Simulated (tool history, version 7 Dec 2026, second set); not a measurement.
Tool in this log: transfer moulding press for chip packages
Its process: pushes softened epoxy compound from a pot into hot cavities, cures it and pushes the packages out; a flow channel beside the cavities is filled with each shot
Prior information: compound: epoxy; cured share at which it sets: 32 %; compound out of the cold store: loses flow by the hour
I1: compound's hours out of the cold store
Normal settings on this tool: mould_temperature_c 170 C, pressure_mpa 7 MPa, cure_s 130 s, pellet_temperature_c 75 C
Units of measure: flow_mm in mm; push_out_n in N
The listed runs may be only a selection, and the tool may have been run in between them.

Run 1, hour 0: usual settings; I1 40.7. Result: flow_mm 912 mm, push_out_n 467 N.
Run 2, hour 64.2: usual settings; I1 38. Result: flow_mm 905 mm, push_out_n 679 N.
At hour 88.5: cavities cleaned with cleaning compound and waxed.
Run 3, hour 145.4: usual settings; I1 23.9. Result: flow_mm 930 mm, push_out_n 595 N.
At hour 195.1: cavities cleaned with cleaning compound and waxed.
Run 4, hour 198.5: usual settings; I1 9.6. Result: flow_mm 968 mm, push_out_n 412 N.
At hour 235.6: plunger's sealing rings changed.
At hour 275.3: mould's thermocouples calibrated.
Run 5, hour 286.2: usual settings; I1 8.1. Result: flow_mm 1011 mm, push_out_n 638 N.
At hour 309.6: cavities cleaned with cleaning compound and waxed.
Run 6, hour 337.5: usual settings; I1 34.9. Result: flow_mm 899 mm, push_out_n 524 N.
At hour 414.4: cavities cleaned with cleaning compound and waxed.
Run 7, hour 419.5: usual settings but pressure_mpa 6.79 MPa; I1 9.7. Result: flow_mm 962 mm, push_out_n 424 N.
Run 8, hour 463.7: usual settings but pressure_mpa 5.31 MPa; I1 26.3. Result: flow_mm 792 mm, push_out_n 563 N.
At hour 492.7: plunger's sealing rings changed.
Run 9, hour 501.7: usual settings but pressure_mpa 5.31 MPa; I1 17.3. Result: flow_mm 855 mm, push_out_n 666 N.
At hour 527: cavities cleaned with cleaning compound and waxed.
Run 10, hour 581.8: usual settings but pressure_mpa 5.31 MPa; I1 32.2. Result: flow_mm 793 mm, push_out_n 586 N.
At hour 633.5: cavities cleaned with cleaning compound and waxed.
Run 11, hour 661.4: usual settings but pressure_mpa 5.31 MPa, cure_s 164 s, pellet_temperature_c 72 C; I1 33.2. Result: flow_mm 781 mm, push_out_n 475 N.
Run 12, hour 696.8: usual settings but pressure_mpa 7.13 MPa, cure_s 116 s; I1 9.4. Result: flow_mm 980 mm, push_out_n 645 N.
At hour 737.9: cavities cleaned with cleaning compound and waxed.
At hour 745.1: plunger's sealing rings changed.
Run 13, hour 760.9: usual settings but mould_temperature_c 174 C, cure_s 112 s; I1 42. Result: flow_mm 878 mm, push_out_n 485 N.
At hour 785: mould's thermocouples calibrated, once more.
Run 14, hour 830.7: usual settings but mould_temperature_c 174 C, cure_s 112 s; I1 16.5. Result: flow_mm 949 mm, push_out_n 661 N.
At hour 849.8: cavities cleaned with cleaning compound and waxed.
Run 15, hour 910.4: usual settings but mould_temperature_c 174 C, cure_s 112 s; I1 28. Result: flow_mm 902 mm, push_out_n 592 N.
Run 16, hour 951: usual settings but pressure_mpa 8.6 MPa, cure_s 145 s, pellet_temperature_c 76 C; I1 35. Result: flow_mm 985 mm, push_out_n 676 N.
At hour 959.9: cavities cleaned with cleaning compound and waxed.
At hour 997.9: plunger's sealing rings changed.
Run 17, hour 1006.8: usual settings but mould_temperature_c 167 C, pressure_mpa 5.85 MPa, cure_s 128 s, pellet_temperature_c 80 C; I1 34.6. Result: flow_mm 862 mm, push_out_n 610 N.
Run 18, hour 1042.7: usual settings but mould_temperature_c 168 C, pressure_mpa 8.38 MPa, cure_s 163 s, pellet_temperature_c 82 C; I1 39.5. Result: flow_mm 999 mm, push_out_n 630 N.

5 options for the next run, each taken on its own from the tool as it stands now. Forecast them:
At hour 1068.9: cavities cleaned with cleaning compound and waxed.
Run A, hour 1104.2: usual settings but cure_s 145 s, pellet_temperature_c 71 C; I1 45.3. Result: flow_mm ?, push_out_n ?.
At hour 1068.9: cavities cleaned with cleaning compound and waxed.
Run B, hour 1104.2: usual settings but mould_temperature_c 165 C, pressure_mpa 8.38 MPa, cure_s 163 s, pellet_temperature_c 82 C; I1 22.8. Result: flow_mm ?, push_out_n ?.
At hour 1068.9: cavities cleaned with cleaning compound and waxed.
Run C, hour 1104.2: usual settings but mould_temperature_c 171 C; I1 29.8. Result: flow_mm ?, push_out_n ?.
At hour 1068.9: cavities cleaned with cleaning compound and waxed.
Run D, hour 1104.2: usual settings but mould_temperature_c 169 C, pressure_mpa 7.14 MPa, cure_s 163 s, pellet_temperature_c 72 C; I1 44.5. Result: flow_mm ?, push_out_n ?.
At hour 1068.9: cavities cleaned with cleaning compound and waxed.
Run E, hour 1104.2: usual settings but mould_temperature_c 175 C, pressure_mpa 8.38 MPa, cure_s 145 s, pellet_temperature_c 82 C; I1 30.9. Result: flow_mm ?, push_out_n ?.

run  flow_mm  push_out_n
  A      877         518
  B     1067         524
  C      919         535
  D      896         486
  E      982         517
Without the tool's hidden state the same runs would have given:
run  flow_mm  push_out_n
  A      897         373
  B     1092         378
  C      940         387
  D      918         352
  E     1005         371
